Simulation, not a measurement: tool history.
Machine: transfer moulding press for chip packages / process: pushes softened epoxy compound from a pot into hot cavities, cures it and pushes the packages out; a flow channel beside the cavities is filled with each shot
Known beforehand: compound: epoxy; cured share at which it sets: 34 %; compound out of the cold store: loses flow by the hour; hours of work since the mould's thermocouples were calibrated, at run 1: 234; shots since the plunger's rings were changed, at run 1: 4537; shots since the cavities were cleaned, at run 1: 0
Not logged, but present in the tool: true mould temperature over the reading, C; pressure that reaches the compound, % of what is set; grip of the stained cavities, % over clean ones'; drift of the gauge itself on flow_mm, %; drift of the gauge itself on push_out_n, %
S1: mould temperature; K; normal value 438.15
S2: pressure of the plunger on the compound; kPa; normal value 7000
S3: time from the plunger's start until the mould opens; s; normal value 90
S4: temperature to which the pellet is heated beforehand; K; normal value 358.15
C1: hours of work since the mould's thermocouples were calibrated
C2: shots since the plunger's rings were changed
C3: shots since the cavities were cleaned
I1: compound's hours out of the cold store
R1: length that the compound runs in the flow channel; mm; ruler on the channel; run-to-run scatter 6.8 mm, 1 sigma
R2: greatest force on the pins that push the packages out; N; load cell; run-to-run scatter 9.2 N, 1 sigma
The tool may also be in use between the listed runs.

run     day      S1    S2   S3      S4   C1    C2   C3    I1   R1   R2
  1       0  438.15  7000   90  358.15  234  4537    0  42.4  663  423
  2   0.621  438.15  7000   90  352.15  241  4690  153  10.7  734  588
  3   1.696  438.15  7000   90  352.15  253  4953  416    32  687  710
      1.912  -- cavities cleaned with cleaning compound and waxed
  4   2.821  438.15  7000   90  352.15  265  5214  223  25.1  702  642
      3.808  -- cavities cleaned with cleaning compound and waxed
  5   3.817  438.15  7000   90  352.15  276  5443    2  25.6  674  417
      4.396  -- plunger's sealing rings changed
  6   4.396  438.15  7000   90  358.15  281     0  118  27.8  756  533
  7   5.129  438.15  7000   90  358.15  289   180  298  34.2  741  654
      5.825  -- cavities cleaned with cleaning compound and waxed
  8   5.879  438.15  7000   90  358.15  297   349   14  13.2  784  439
  9   6.658  438.15  7000   90  358.15  306   540  205    42  714  605
 10   7.292  438.15  7000   90  354.15  313   696  361  32.9  736  680
      7.671  -- cavities cleaned with cleaning compound and waxed
 11   8.246  438.15  7000   90  354.15  323   915  142  30.1  736  568
 12   9.067  434.15  7000   90  358.15  332  1116  343  27.4  749  758
      9.529  -- cavities cleaned with cleaning compound and waxed
 13   9.804  436.15  7000   90  358.15  340  1281   68    45  707  515
 14  10.379  438.15  7000   90  354.15  346  1423  210  34.2  715  607
 15  10.962  438.15  7000   73  361.15  353  1565  352  43.8  689  822
     11.412  -- cavities cleaned with cleaning compound and waxed
 16  11.575  438.15  8200   90  358.15  359  1700   40  41.3  766  458
 17  12.271  441.15  6020   90  352.15  367  1871  211  39.9  647  590
 18  13.046  441.15  6020   90  352.15  375  2061  401  17.6  691  682
     13.262  -- cavities cleaned with cleaning compound and waxed
 19  14.025  431.15  8420  129  360.15  386  2285  186  36.6  805  583
     14.188  -- mould's thermocouples calibrated
     15.196  -- cavities cleaned with cleaning compound and waxed
 20  15.196  438.15  5270   90  358.15   11  2537    0  40.3  596  419
 21  15.838  436.15  8510   71  363.15   18  2694  157  33.8  790  738

Estimate the outcome of run 22 from the log above:
 22  16.671  435.15  7010  90  358.15  27  2899  362  31.1   ?   ?

Run 22 produced R1 722 mm, R2 716 N.
Minus the tool's unlogged condition, the same run would have read R1 762 mm, R2 437 N.
